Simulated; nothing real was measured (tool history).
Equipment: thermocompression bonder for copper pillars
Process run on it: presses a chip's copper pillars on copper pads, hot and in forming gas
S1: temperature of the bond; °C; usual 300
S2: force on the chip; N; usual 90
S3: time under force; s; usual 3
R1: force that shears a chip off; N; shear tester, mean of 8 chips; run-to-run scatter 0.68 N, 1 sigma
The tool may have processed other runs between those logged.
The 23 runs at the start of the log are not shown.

run 24 hour=369.2 | S1=311 S2=124 S3=3 | R1=66.7
run 25 hour=388.8 | S1=311 S2=124 S3=3 | R1=66.7
run 26 hour=405.9 | S1=311 S2=113 S3=3 | R1=65.2
run 27 hour=426 | S1=311 S2=88 S3=5 | R1=67.4
-- hour=431.6 forming gas filter changed
run 28 hour=435.1 | S1=323 S2=66 S3=3 | R1=59.9
run 29 hour=447.3 | S1=323 S2=66 S3=3 | R1=61.6
run 30 hour=458.7 | S1=300 S2=73 S3=3 | R1=47.4
run 31 hour=475.7 | S1=300 S2=87 S3=5 | R1=60.1
run 32 hour=495.8 | S1=328 S2=128 S3=4 | R1=82
run 33 hour=510.6 | S1=300 S2=55 S3=8 | R1=57.3
run 34 hour=523.9 | S1=300 S2=80 S3=6 | R1=61.2
run 35 hour=542.4 | S1=328 S2=90 S3=3 | R1=71.1
run 36 hour=551.4 | S1=300 S2=90 S3=3 | R1=51.1
run 37 hour=562.1 | S1=300 S2=84 S3=3 | R1=49.4
run 38 hour=574.4 | S1=280 S2=89 S3=3 | R1=38.7
run 39 hour=585 | S1=310 S2=66 S3=3 | R1=50.8

Consider 3 possible next runs. They are alternatives, not a sequence: every one starts from the tool as it was left by run 39. What does each give?
run A hour=602.7 | S1=286 S2=66 S3=9 | R1=?
run B hour=602.7 | S1=315 S2=66 S3=2 | R1=?
run C hour=602.7 | S1=279 S2=66 S3=3 | R1=?

run=A R1=53.5
run=B R1=48.8
run=C R1=32.2
Stripped of hidden state, with their random variation kept, the same runs would have yielded:
run=A R1=53.5
run=B R1=48.8
run=C R1=32.1
